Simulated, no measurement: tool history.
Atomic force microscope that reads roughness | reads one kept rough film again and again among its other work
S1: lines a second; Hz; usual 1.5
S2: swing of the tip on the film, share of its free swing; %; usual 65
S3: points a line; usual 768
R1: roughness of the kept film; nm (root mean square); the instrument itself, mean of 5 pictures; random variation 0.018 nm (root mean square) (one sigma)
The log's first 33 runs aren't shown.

run,hour,S1,S2,S3,R1
34,842.6,0.88,65,402,3.591
# hour 862.4: new tip fitted
35,874.4,1.5,68,768,4.214
36,910,1.76,68,768,3.751
37,932.1,1.31,56,306,3.666
# hour 956.9: new tip fitted
38,959,1.31,56,306,4.442
39,995.4,0.68,69,307,3.983
40,1022.8,2.21,81,528,3.3
41,1038.1,2.11,89,333,3.001
# hour 1052.2: new tip fitted
42,1062.3,2.06,89,280,3.658
43,1093.6,1.77,65,768,3.897
44,1129.3,2.09,68,773,3.501
# hour 1146.4: new tip fitted
45,1155.7,2.09,68,773,4.176
46,1182.4,2.09,68,773,3.897
47,1205.8,2.09,68,773,3.672
48,1238.9,1.5,90,768,3.085
# hour 1242.2: new tip fitted
49,1264.5,1.5,90,768,3.749
50,1299.1,1.5,90,768,3.399
51,1328.2,1.5,65,380,3.488

Forecast each of these 3 alternatives for the next run:
# hour 1337.2: new tip fitted
A,1346.6,0.74,70,416,?
# hour 1337.2: new tip fitted
B,1346.6,0.98,77,503,?
# hour 1337.2: new tip fitted
C,1346.6,0.75,81,272,?

run,R1
A,4.327
B,4.264
C,4.24
Without the tool's hidden state the same runs would have given:
run,R1
A,4.417
B,4.353
C,4.329

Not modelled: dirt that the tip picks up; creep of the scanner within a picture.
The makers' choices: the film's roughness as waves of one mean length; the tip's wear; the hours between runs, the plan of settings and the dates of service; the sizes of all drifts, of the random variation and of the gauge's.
